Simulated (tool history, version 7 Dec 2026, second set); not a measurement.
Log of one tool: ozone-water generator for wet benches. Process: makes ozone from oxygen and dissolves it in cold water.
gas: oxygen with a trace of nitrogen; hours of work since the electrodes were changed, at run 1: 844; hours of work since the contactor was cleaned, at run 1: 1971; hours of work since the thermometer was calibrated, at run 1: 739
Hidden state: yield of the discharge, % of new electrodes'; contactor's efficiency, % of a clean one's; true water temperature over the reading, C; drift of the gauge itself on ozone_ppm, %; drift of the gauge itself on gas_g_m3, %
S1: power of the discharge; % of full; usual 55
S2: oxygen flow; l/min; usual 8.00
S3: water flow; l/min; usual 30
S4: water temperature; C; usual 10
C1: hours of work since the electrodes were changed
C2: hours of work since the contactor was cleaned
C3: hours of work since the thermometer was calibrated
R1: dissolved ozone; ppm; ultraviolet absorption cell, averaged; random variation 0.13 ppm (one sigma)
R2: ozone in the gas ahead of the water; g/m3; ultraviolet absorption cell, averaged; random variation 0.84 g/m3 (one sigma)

run,day,S1,S2,S3,S4,C1,C2,C3,R1,R2
1,0.000,55,8.00,30,10,844,1971,739,12.3,133.3
2,1.154,55,8.00,30,10,868,1995,763,12.1,133.4
3,2.212,55,8.00,23,10,890,2017,785,15.6,133.9
4,3.167,55,6.01,30,10,910,2037,805,11.5,149.8
5,4.225,55,8.00,30,10,932,2059,827,12.2,132.0
6,4.900,55,8.00,30,10,946,2073,841,12.1,132.8
7,6.225,55,8.00,30,10,974,2101,869,12.3,133.5
8,7.075,55,8.71,20,15,992,2119,886,16.0,128.2
9,8.467,62,8.48,36,18,1021,2148,915,10.0,140.1

Forecast run 10:
10,9.558,62,8.48,36,18,1044,2171,938,?,?

Run 10 gave R1 10.0 ppm, R2 138.5 g/m3.
Without the tool's hidden state the same run would have given R1 10.7 ppm, R2 140.6 g/m3.
